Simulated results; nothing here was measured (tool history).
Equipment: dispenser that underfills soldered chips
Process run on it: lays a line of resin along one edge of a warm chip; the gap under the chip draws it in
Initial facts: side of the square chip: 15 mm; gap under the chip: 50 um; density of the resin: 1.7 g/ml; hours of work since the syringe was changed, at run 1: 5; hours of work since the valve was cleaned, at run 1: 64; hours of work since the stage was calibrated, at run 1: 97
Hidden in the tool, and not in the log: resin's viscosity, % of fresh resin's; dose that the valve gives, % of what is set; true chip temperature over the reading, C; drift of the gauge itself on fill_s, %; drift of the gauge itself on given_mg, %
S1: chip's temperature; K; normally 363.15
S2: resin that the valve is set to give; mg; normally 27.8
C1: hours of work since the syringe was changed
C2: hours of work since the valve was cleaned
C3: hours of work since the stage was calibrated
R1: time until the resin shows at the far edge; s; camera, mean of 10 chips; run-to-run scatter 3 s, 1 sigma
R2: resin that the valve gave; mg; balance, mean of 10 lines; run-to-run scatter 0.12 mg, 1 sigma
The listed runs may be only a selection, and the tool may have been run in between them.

run,day,S1,S2,C1,C2,C3,R1,R2
1,0,363.15,27.8,5,64,97,386.2,25.9
# day 0.038: new syringe of resin
# day 0.396: new syringe of resin
2,0.475,363.15,27.8,1,71,105,320.6,25.78
3,0.704,375.15,27.8,5,75,108,236.4,25.67
# day 0.758: new syringe of resin
4,1.071,363.15,27.8,5,81,114,390.2,25.42
# day 1.112: new syringe of resin
# day 1.492: new syringe of resin
5,1.617,363.15,27.8,2,89,123,345,25.46
# day 1.858: new syringe of resin
6,1.858,363.15,27.8,0,93,127,311.9,25.04
# day 2.038: dispensing valve cleaned and set on the balance
# day 2.267: new syringe of resin
7,2.412,363.15,27.8,2,6,135,346.8,27.73
# day 2.612: new syringe of resin
8,2.692,366.15,27.8,1,10,139,284.7,27.76
# day 2.975: new syringe of resin
9,3.212,363.15,27.8,4,19,148,373.1,27.37
# day 3.342: new syringe of resin
# day 3.708: new syringe of resin
10,3.742,363.15,27.8,1,27,156,315,26.98
# day 4.092: new syringe of resin
11,4.2,363.15,27.8,2,34,163,336.5,26.98
# day 4.442: new syringe of resin
12,4.483,363.15,25.1,1,39,167,331.7,24.17
# day 4.808: new syringe of resin
13,4.958,363.15,23.8,3,46,175,376.3,22.89
# day 5.154: new syringe of resin
14,5.483,363.15,23.8,5,55,183,418,22.58
# day 5.533: new syringe of resin
# day 5.888: new syringe of resin
15,5.888,363.15,27.8,0,61,190,307.9,26.13
16,6.188,363.15,27.8,5,66,195,401,25.74
# day 6.238: new syringe of resin
17,6.45,363.15,27.8,3,70,199,373.8,25.69
# day 6.596: new syringe of resin
18,6.867,354.15,30.8,4,76,205,589.5,28.57
# day 6.962: new syringe of resin
19,7.246,369.15,33.6,5,82,211,290.3,30.8
# day 7.342: new syringe of resin
# day 7.7: new syringe of resin
20,7.717,354.15,26.1,0,90,219,491.9,23.94
# day 8.071: new syringe of resin
# day 8.112: dispensing valve cleaned and set on the balance
21,8.125,372.15,26.1,0,0,224,219.3,26.09
# day 8.479: new syringe of resin
22,8.521,361.15,25.6,1,6,231,362.8,25.44
# day 8.858: new syringe of resin
23,8.925,375.15,25.7,1,13,237,203,25.4
# day 9.208: new syringe of resin
24,9.467,354.15,25.3,4,22,246,578.2,24.64
# day 9.562: new syringe of resin
# day 9.921: new syringe of resin
25,9.925,368.15,29.6,0,29,253,252.1,28.71
# day 10.275: new syringe of resin
26,10.279,368.15,29.6,0,34,259,257.4,28.57
27,10.575,364.15,25.9,5,39,263,393.1,24.76
# day 10.633: new syringe of resin
# day 10.983: new syringe of resin
28,10.983,363.15,26.2,0,45,270,319.5,25.1
# day 11.35: new syringe of resin
29,11.35,363.15,26.2,0,51,275,321.1,24.76
# day 11.704: new syringe of resin
30,11.746,348.15,24.2,1,57,282,690.5,22.79
31,12.021,348.15,24.2,5,62,286,841.5,22.88
# day 12.067: new syringe of resin
32,12.35,348.15,24.2,5,67,291,817.6,22.57
# day 12.429: new syringe of resin
# day 12.788: new syringe of resin
33,12.829,348.15,24.2,1,75,299,689.7,22.5

Forecast each of these 5 alternatives for the next run:
# day 13.158: new syringe of resin
A,13.246,348.15,34.8,1,81,306,?,?
# day 13.158: new syringe of resin
B,13.246,364.15,28.2,1,81,306,?,?
# day 13.158: new syringe of resin
C,13.246,363.15,28.5,1,81,306,?,?
# day 13.158: new syringe of resin
D,13.246,366.15,29.7,1,81,306,?,?
# day 13.158: new syringe of resin
E,13.246,377.15,31.8,1,81,306,?,?

run,R1,R2
A,663.2,31.92
B,317.6,25.86
C,336.5,26.09
D,295.4,27.34
E,182.3,29.11
What these runs would have given with no unlogged condition in the tool:
run,R1,R2
A,584.2,34.67
B,278.2,28.09
C,294.9,28.34
D,260,29.68
E,161.6,31.61
